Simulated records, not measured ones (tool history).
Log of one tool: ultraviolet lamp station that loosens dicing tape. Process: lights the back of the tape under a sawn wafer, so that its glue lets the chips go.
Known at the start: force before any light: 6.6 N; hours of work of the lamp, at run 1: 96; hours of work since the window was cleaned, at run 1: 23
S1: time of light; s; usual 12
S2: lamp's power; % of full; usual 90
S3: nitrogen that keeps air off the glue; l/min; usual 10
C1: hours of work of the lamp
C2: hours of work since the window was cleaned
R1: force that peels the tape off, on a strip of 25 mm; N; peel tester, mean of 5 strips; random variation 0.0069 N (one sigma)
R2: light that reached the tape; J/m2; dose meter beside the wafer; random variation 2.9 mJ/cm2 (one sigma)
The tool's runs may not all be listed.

{"run": 1, "day": 0.0, "S1": 12, "S2": 90, "S3": 10, "C1": 96, "C2": 23, "R1": 0.23, "R2": 4060}
{"run": 2, "day": 0.483, "S1": 12, "S2": 90, "S3": 10, "C1": 102, "C2": 28, "R1": 0.258, "R2": 4000}
{"run": 3, "day": 0.754, "S1": 12, "S2": 90, "S3": 10, "C1": 105, "C2": 32, "R1": 0.247, "R2": 4080}
{"run": 4, "day": 1.079, "S1": 12, "S2": 90, "S3": 10, "C1": 109, "C2": 36, "R1": 0.241, "R2": 4040}
{"run": 5, "day": 1.388, "S1": 12, "S2": 90, "S3": 6, "C1": 113, "C2": 39, "R1": 0.297, "R2": 4070}
{"run": 6, "day": 1.871, "S1": 12, "S2": 90, "S3": 6, "C1": 118, "C2": 45, "R1": 0.306, "R2": 4050}
{"run": 7, "day": 2.225, "S1": 12, "S2": 90, "S3": 6, "C1": 123, "C2": 49, "R1": 0.278, "R2": 4090}
{"run": 8, "day": 2.638, "S1": 12, "S2": 90, "S3": 10, "C1": 127, "C2": 54, "R1": 0.242, "R2": 4120}
{"run": 9, "day": 2.958, "S1": 12, "S2": 76, "S3": 10, "C1": 131, "C2": 58, "R1": 0.313, "R2": 3450}
{"run": 10, "day": 3.433, "S1": 12, "S2": 90, "S3": 10, "C1": 137, "C2": 63, "R1": 0.246, "R2": 4040}
{"run": 11, "day": 3.796, "S1": 12, "S2": 91, "S3": 10, "C1": 141, "C2": 68, "R1": 0.233, "R2": 4130}
{"run": 12, "day": 4.208, "S1": 12, "S2": 91, "S3": 10, "C1": 146, "C2": 72, "R1": 0.235, "R2": 4080}
{"run": 13, "day": 4.562, "S1": 12, "S2": 91, "S3": 10, "C1": 150, "C2": 77, "R1": 0.232, "R2": 4100}
{"run": 14, "day": 5.05, "S1": 12, "S2": 82, "S3": 10, "C1": 156, "C2": 82, "R1": 0.266, "R2": 3680}
{"run": 15, "day": 5.45, "S1": 12, "S2": 90, "S3": 10, "C1": 161, "C2": 87, "R1": 0.232, "R2": 3990}
{"run": 16, "day": 5.929, "S1": 12, "S2": 93, "S3": 10, "C1": 166, "C2": 93, "R1": 0.238, "R2": 4190}
{"run": 17, "day": 6.158, "S1": 12, "S2": 93, "S3": 5, "C1": 169, "C2": 95, "R1": 0.313, "R2": 4170}
{"run": 18, "day": 6.517, "S1": 12, "S2": 90, "S3": 18, "C1": 173, "C2": 100, "R1": 0.195, "R2": 4070}
{"run": 19, "day": 6.988, "S1": 12, "S2": 90, "S3": 18, "C1": 179, "C2": 105, "R1": 0.211, "R2": 4040}
{"run": 20, "day": 7.438, "S1": 12, "S2": 90, "S3": 18, "C1": 184, "C2": 111, "R1": 0.202, "R2": 4100}
{"run": 21, "day": 7.846, "S1": 12, "S2": 90, "S3": 18, "C1": 189, "C2": 115, "R1": 0.207, "R2": 4100}
{"run": 22, "day": 8.129, "S1": 12, "S2": 97, "S3": 10, "C1": 192, "C2": 119, "R1": 0.217, "R2": 4350}
{"run": 23, "day": 8.475, "S1": 14, "S2": 88, "S3": 11, "C1": 196, "C2": 123, "R1": 0.217, "R2": 4660}
{"run": 24, "day": 8.85, "S1": 14, "S2": 88, "S3": 11, "C1": 201, "C2": 127, "R1": 0.21, "R2": 4620}
{"run": 25, "day": 9.317, "S1": 14, "S2": 88, "S3": 11, "C1": 206, "C2": 133, "R1": 0.212, "R2": 4640}
{"run": 26, "day": 9.55, "S1": 16, "S2": 69, "S3": 4, "C1": 209, "C2": 135, "R1": 0.379, "R2": 4130}
{"run": 27, "day": 9.812, "S1": 11, "S2": 65, "S3": 4, "C1": 212, "C2": 139, "R1": 0.843, "R2": 2660}
{"run": 28, "day": 10.262, "S1": 7, "S2": 90, "S3": 15, "C1": 217, "C2": 144, "R1": 0.442, "R2": 2390}
{"run": 29, "day": 10.575, "S1": 12, "S2": 80, "S3": 10, "C1": 221, "C2": 148, "R1": 0.264, "R2": 3610}
{"run": 30, "day": 11.012, "S1": 12, "S2": 80, "S3": 5, "C1": 226, "C2": 153, "R1": 0.427, "R2": 3580}
{"run": 31, "day": 11.429, "S1": 12, "S2": 90, "S3": 13, "C1": 231, "C2": 158, "R1": 0.212, "R2": 3970}
{"run": 32, "day": 11.696, "S1": 12, "S2": 90, "S3": 15, "C1": 234, "C2": 161, "R1": 0.206, "R2": 4040}
{"run": 33, "day": 12.038, "S1": 12, "S2": 90, "S3": 15, "C1": 238, "C2": 165, "R1": 0.203, "R2": 4040}
{"run": 34, "day": 12.454, "S1": 12, "S2": 94, "S3": 10, "C1": 243, "C2": 170, "R1": 0.236, "R2": 4260}
{"run": 35, "day": 12.717, "S1": 12, "S2": 94, "S3": 10, "C1": 246, "C2": 173, "R1": 0.226, "R2": 4240}
{"run": 36, "day": 12.933, "S1": 12, "S2": 94, "S3": 10, "C1": 249, "C2": 175, "R1": 0.227, "R2": 4210}
{"run": 37, "day": 13.175, "S1": 12, "S2": 94, "S3": 10, "C1": 252, "C2": 178, "R1": 0.225, "R2": 4250}
{"run": 38, "day": 13.471, "S1": 12, "S2": 94, "S3": 10, "C1": 255, "C2": 182, "R1": 0.229, "R2": 4230}
{"run": 39, "day": 13.683, "S1": 12, "S2": 94, "S3": 10, "C1": 258, "C2": 184, "R1": 0.226, "R2": 4260}

Forecast run 40:
{"run": 40, "day": 14.117, "S1": 8, "S2": 62, "S3": 12, "C1": 263, "C2": 189, "R1": "?", "R2": "?"}

{"run 40": {"R1": 0.84, "R2": 1840}}
Without the tool's hidden state the same run would have given R1 0.839 N, R2 1840 J/m2.

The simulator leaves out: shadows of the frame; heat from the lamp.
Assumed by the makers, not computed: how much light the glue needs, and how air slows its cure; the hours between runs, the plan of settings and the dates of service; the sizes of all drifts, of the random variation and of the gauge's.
